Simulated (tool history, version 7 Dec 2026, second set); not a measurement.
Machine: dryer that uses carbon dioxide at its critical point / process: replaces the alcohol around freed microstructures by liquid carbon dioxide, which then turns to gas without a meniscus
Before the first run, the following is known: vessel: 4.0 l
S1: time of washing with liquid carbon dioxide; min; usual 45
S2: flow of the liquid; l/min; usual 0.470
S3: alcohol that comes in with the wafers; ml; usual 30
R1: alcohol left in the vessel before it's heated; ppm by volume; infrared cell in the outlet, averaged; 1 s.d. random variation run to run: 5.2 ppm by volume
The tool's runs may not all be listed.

run	day	S1	S2	S3	R1
1	0.000	45	0.470	30	417
# day 0.392: inlet filter changed
2	0.996	45	0.470	47	437
# day 1.571: purifier's bed changed
3	1.775	45	0.470	30	114
4	3.004	45	0.470	30	125
5	3.908	45	0.470	30	123
6	4.821	45	0.470	30	139
7	5.538	45	0.470	30	140
8	6.392	45	0.642	30	64
9	7.029	45	0.642	30	67
10	7.971	45	0.642	30	74
11	9.167	45	0.716	30	59
12	9.892	45	0.470	30	189
# day 10.562: inlet filter changed
13	10.600	45	0.470	30	167
14	11.617	45	0.470	30	159
15	12.738	45	0.666	30	85
16	13.854	45	0.666	30	96
17	14.842	45	0.666	30	106
18	16.021	45	0.666	30	112
19	16.646	45	0.666	30	105
20	17.688	45	0.666	30	111
21	18.854	45	0.666	30	129
22	19.954	45	0.470	30	245
# day 20.646: inlet filter changed
23	20.979	45	0.470	30	213
24	21.675	45	0.470	30	210
25	22.312	45	0.470	30	228
26	22.850	45	0.470	30	221
27	23.488	37	0.414	30	470
28	24.588	45	0.452	47	336
29	25.179	45	0.452	47	327
30	26.317	45	0.452	47	348
31	26.946	50	0.588	86	212
32	28.017	37	0.629	63	312
33	28.888	69	0.463	65	193
34	29.479	69	0.463	65	191
35	30.150	69	0.463	65	195
# day 30.746: inlet filter changed
36	31.425	35	0.461	29	437
37	32.042	35	0.389	21	509
38	33.204	68	0.470	35	187
39	34.350	68	0.479	32	179
40	35.125	67	0.479	96	225
41	35.842	67	0.479	40	199
42	36.396	67	0.298	85	587
43	37.071	67	0.354	29	262
44	38.238	67	0.474	62	224
45	39.450	67	0.642	62	210
46	40.529	67	0.642	113	235
# day 40.821: inlet filter changed
47	41.183	67	0.642	113	212

Here are 4 independent what-if runs from the current tool condition. What would each one return?
A	42.058	37	0.642	111	?
B	42.058	67	0.377	39	?
C	42.058	50	0.639	30	?
D	42.058	45	0.472	30	?

run	R1
A	445
B	273
C	232
D	315
With the hidden condition removed and each run's random variation left untouched, the same runs would have given:
run	R1
A	220
B	54
C	22
D	99
